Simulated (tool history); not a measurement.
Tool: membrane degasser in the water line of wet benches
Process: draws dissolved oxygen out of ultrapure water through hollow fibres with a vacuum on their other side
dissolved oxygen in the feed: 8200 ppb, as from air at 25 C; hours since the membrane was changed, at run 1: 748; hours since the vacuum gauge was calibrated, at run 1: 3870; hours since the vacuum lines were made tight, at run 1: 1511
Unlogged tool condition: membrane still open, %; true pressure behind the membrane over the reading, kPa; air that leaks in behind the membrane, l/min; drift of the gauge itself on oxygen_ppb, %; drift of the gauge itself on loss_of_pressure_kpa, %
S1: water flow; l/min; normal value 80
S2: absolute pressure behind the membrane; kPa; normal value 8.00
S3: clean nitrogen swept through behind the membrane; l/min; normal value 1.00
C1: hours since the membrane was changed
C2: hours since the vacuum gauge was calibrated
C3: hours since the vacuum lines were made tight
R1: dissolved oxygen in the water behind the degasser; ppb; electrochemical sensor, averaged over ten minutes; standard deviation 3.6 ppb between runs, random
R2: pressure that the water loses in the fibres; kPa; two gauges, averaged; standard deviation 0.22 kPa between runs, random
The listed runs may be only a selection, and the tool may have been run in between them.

| run | hour | S1 | S2 | S3 | C1 | C2 | C3 | R1 | R2 |
|---|---|---|---|---|---|---|---|---|---|
| 1 | 0.0 | 80 | 8.00 | 1.00 | 748 | 3870 | 1511 | 625.8 | 52.91 |
| 2 | 47.2 | 80 | 8.00 | 1.00 | 796 | 3918 | 1558 | 627.0 | 52.98 |
| 3 | 70.1 | 80 | 8.00 | 1.00 | 818 | 3940 | 1581 | 627.6 | 52.92 |
| 4 | 95.9 | 80 | 8.00 | 1.00 | 844 | 3966 | 1607 | 626.3 | 53.16 |
| 5 | 146.7 | 80 | 8.00 | 1.00 | 895 | 4017 | 1658 | 625.9 | 52.97 |
| 6 | 195.3 | 80 | 8.00 | 1.00 | 944 | 4066 | 1706 | 624.1 | 53.14 |
| 7 | 216.4 | 67 | 8.66 | 0.91 | 965 | 4087 | 1727 | 659.9 | 44.32 |
| 8 | 251.8 | 80 | 8.00 | 1.32 | 1000 | 4122 | 1763 | 524.0 | 52.88 |
| 9 | 302.0 | 94 | 8.00 | 1.00 | 1050 | 4172 | 1813 | 703.1 | 62.20 |
| 10 | 330.7 | 117 | 8.00 | 0.80 | 1079 | 4201 | 1842 | 951.6 | 77.34 |
| 11 | 370.3 | 108 | 5.52 | 0.71 | 1119 | 4241 | 1881 | 508.6 | 71.50 |

Branching from run 11: 4 alternative next runs. What would each branch give?
| A | 405.2 | 120 | 14.97 | 0.72 | 1154 | 4276 | 1916 | ? | ? |
| B | 405.2 | 60 | 16.93 | 0.61 | 1154 | 4276 | 1916 | ? | ? |
| C | 405.2 | 108 | 5.52 | 1.89 | 1154 | 4276 | 1916 | ? | ? |
| D | 405.2 | 49 | 5.52 | 0.74 | 1154 | 4276 | 1916 | ? | ? |

| run | R1 | R2 |
|---|---|---|
| A | 2118.6 | 79.16 |
| B | 1769.3 | 39.41 |
| C | 313.2 | 71.06 |
| D | 268.6 | 32.20 |
What these runs would have given with no unlogged condition in the tool:
| run | R1 | R2 |
|---|---|---|
| A | 2137.4 | 79.14 |
| B | 1785.1 | 39.40 |
| C | 315.8 | 71.05 |
| D | 270.8 | 32.19 |
